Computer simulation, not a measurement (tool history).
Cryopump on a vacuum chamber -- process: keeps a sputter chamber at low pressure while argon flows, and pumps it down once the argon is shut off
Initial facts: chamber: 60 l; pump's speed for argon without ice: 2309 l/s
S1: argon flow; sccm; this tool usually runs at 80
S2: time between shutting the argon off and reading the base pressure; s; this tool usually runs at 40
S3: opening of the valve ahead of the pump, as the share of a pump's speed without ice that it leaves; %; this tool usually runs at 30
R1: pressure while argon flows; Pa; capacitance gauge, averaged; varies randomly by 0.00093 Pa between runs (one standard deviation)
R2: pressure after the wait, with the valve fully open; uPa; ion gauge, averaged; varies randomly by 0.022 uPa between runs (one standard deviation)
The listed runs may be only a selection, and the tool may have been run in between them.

run    hour   S1  S2  S3      R1    R2
  1       0   80  40  30  0.2028  0.64
  2      97   80  40  30  0.2018  0.69
  3   144.1   80  40  30  0.2037  0.71
  4   204.4  147  40  30  0.3749   0.7
  5   259.6   80  40  30  0.2044  0.72
  6   350.1   80  40  24  0.2553  0.72
  7   418.1   80  40  26  0.2373  0.79
  8   519.6   80  40  26  0.2405  0.77
  9   570.5  133  40  24  0.4305  0.77
 10   661.6  133  40  24  0.4324  0.82
 11   752.8  102  59  18  0.4395  0.69
 12   818.1   48  30  59  0.0711  1.01
 13   894.9   96  40  20  0.3773  0.91
 14   939.9   96  40  20  0.3763  0.89
 15   987.2   56  29  29  0.1546  1.06
 16  1061.8   43  60  51  0.0732  0.77

A few steps of R1 between consecutive runs. Split each: what settings, incoming material and random variation would produce without the hidden state, and what is left over for the hidden state, along with gauge scatter present in only one of the two compared results (measured, and without hidden state):
Hidden state at play: pump's speed, % of a pump's without ice; cold plate's temperature, K; leak into the chamber, uPa l/s; drift of the gauge itself on working_pa, %; drift of the gauge itself on base_upa, %.
Run 11 -> 12: S1 102 -> 48, S2 59 -> 30, S3 18 -> 59. R1 -0.3684 Pa: hidden state -0.0113, all else -0.3571.
Run 12 -> 13: S1 48 -> 96, S2 30 -> 40, S3 59 -> 20. R1 +0.3062 Pa: hidden state +0.0131, all else +0.2931.
